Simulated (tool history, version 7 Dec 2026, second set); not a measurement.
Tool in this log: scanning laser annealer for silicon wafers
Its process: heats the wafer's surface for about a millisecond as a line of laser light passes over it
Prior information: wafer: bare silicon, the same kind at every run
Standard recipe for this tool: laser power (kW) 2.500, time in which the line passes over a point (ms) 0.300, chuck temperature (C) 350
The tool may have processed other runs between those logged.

run,hour,laser power (kW),time in which the line passes over a point (ms),chuck temperature (C),highest temperature of the surface (C)
1,0.0,2.500,0.300,350,1024
2,17.2,2.500,0.300,350,1026
3,47.7,2.500,0.300,350,1026
4,82.2,2.500,0.300,350,1020
# hour 88.5: laser's power meter calibrated
5,119.0,2.500,0.300,350,1021
6,136.7,2.500,0.300,350,1018
7,168.8,2.362,0.300,319,948
8,194.1,2.500,0.347,330,1057
9,215.8,2.340,0.300,380,1002
10,233.4,2.340,0.300,380,999
11,250.2,2.340,0.371,380,1077
12,275.3,2.449,0.299,352,1000

Predict each of these 3 candidate next runs independently; none follows another, all start after run 12:
A,293.1,2.500,0.300,320,?
B,293.1,2.449,0.215,352,?
C,293.1,2.549,0.303,313,?

run,highest temperature of the surface (C)
A,984
B,887
C,999
Without the tool's unlogged condition, the same runs would have read:
run,highest temperature of the surface (C)
A,1020
B,915
C,1035
